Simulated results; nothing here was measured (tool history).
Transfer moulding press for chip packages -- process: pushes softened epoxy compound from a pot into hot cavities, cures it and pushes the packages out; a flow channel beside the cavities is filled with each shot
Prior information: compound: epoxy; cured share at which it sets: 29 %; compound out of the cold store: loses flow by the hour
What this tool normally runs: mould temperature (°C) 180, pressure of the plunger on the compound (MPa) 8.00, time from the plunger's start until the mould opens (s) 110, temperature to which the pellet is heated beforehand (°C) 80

run	day	mould temperature (°C)	pressure of the plunger on the compound (MPa)	time from the plunger's start until the mould opens (s)	temperature to which the pellet is heated beforehand (°C)	incoming compound's hours out of the cold store	length that the compound runs in the flow channel (mm)	greatest force on the pins that push the packages out (N)
1	0.000	180	8.00	110	80	25.6	642	416
2	0.504	180	8.00	110	73	42.3	614	459
3	0.812	180	8.00	110	73	37.1	614	474
4	1.054	180	8.00	110	83	11.8	683	501
5	1.558	180	8.00	110	83	39.7	601	500
6	1.946	180	8.00	110	80	21.3	641	548
7	2.242	180	8.00	110	80	37.1	609	550
8	2.612	180	8.00	110	80	46.6	587	574
# day 2.750: cavities cleaned with cleaning compound and waxed
9	3.038	180	8.00	110	80	24.7	642	429
10	3.596	180	8.00	110	76	19.6	651	512
11	4.004	180	8.54	134	76	30.0	645	454
# day 4.121: mould's thermocouples calibrated
12	4.633	179	6.64	134	76	46.2	537	489

Forecast run 13:
13	5.183	178	8.00	122	80	29.1	?	?

Run 13 produced length that the compound runs in the flow channel (mm) 618, greatest force on the pins that push the packages out (N) 541.
Were there no unlogged condition in the tool, this run, its random variation unchanged, would have produced length that the compound runs in the flow channel (mm) 646, greatest force on the pins that push the packages out (N) 390.
